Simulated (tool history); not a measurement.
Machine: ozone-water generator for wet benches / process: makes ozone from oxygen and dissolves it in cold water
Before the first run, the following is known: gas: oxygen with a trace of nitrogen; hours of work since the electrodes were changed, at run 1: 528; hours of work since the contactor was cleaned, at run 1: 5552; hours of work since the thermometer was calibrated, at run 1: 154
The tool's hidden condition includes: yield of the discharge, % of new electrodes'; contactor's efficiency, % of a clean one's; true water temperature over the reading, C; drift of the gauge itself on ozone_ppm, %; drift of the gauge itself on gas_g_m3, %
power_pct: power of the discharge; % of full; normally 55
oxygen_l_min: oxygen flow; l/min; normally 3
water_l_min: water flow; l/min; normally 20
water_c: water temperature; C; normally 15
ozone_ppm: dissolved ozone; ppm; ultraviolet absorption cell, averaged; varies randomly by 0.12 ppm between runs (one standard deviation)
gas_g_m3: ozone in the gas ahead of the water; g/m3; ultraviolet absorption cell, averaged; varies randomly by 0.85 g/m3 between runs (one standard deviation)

run	hour	power_pct	oxygen_l_min	water_l_min	water_c	hours of work since the electrodes were changed	hours of work since the contactor was cleaned	hours of work since the thermometer was calibrated	ozone_ppm	gas_g_m3
1	0	55	3	20	15	528	5552	154	11.7	137.4
2	114.9	55	3	20	15	621	5645	247	11.6	135.7
3	204.6	55	3	20	15	693	5717	319	11.5	135.7
4	285	55	3	20	15	758	5782	384	11.4	135.9
5	367.2	55	3	20	15	824	5849	451	11.2	135.5
6	422.5	55	3	20	15	869	5893	495	11.4	134.2
7	503	42	3	20	15	934	5958	560	9.2	107.6
8	561.4	55	3	20	15	981	6005	607	11.6	135.2
9	624.9	55	3	20	15	1032	6057	658	11.2	137.4
10	696.5	55	3	20	15	1090	6114	716	11.6	135.8
11	799.4	55	3	20	15	1173	6197	799	11.5	134.5
12	887.1	93	3	20	15	1244	6268	870	17	203.1
# hour 895.7: water thermometer calibrated
13	942.4	93	3	20	15	1288	6312	38	17.1	204.8
14	1043.1	93	3	20	15	1369	6393	119	17.1	201.9
# hour 1064.3: contactor cleaned
15	1169.6	93	3	20	15	1468	85	218	17.2	200.5
# hour 1239.9: water thermometer calibrated, once more
16	1266.1	93	3	20	15	1545	162	21	17.4	202.2
17	1371	67	3	20	15	1630	247	106	13.3	154.5
18	1426.3	80	3	16	10	1675	292	150	19.9	177.9
19	1533.6	62	3.2	20	10	1761	378	237	13.5	141.9
20	1606.3	44	5.22	18	10	1820	437	296	12.5	86.4
21	1713.9	57	4.76	18	9	1907	524	382	15.2	111
22	1829	72	2.12	18	9	1999	616	475	14.7	192.8
23	1939.7	43	2.12	26	15	2089	706	565	6.7	128
24	2048.1	43	2.12	26	15	2176	793	652	6.4	128.1
25	2158.9	55	3.15	15	15	2266	883	741	14.5	128.6
26	2248	81	3	20	17	2337	954	813	15.2	178
27	2323.1	70	3	20	15	2398	1015	874	13.5	159.1
28	2398.9	55	5.34	20	15	2459	1076	935	12.5	101.3
29	2466.3	55	5.34	28	19	2514	1131	989	8.9	100.9
30	2574.6	85	4.03	23	14	2601	1218	1077	15.2	160
31	2698.3	55	1.91	31	15	2701	1318	1176	6.2	163.1
32	2773.6	79	3	20	10	2761	1378	1237	15.6	173.9
33	2861.2	79	3	20	10	2832	1449	1308	15.5	174.4
34	2966.4	91	2	12	9	2917	1534	1393	24.4	234.9

3 ways to go on from here, each from the tool as it stands after run 34. What would each give?
A	3066.3	55	3	21	15	2998	1615	1473	?	?
B	3066.3	91	5.11	15	9	2998	1615	1473	?	?
C	3066.3	44	2.84	30	15	2998	1615	1473	?	?

run	ozone_ppm	gas_g_m3
A	10.7	131.2
B	24.6	150.7
C	6.1	112.5
Had the tool no hidden state, the same runs would have come out as:
run	ozone_ppm	gas_g_m3
A	11.3	137.5
B	26.6	161.6
C	6.4	116.8
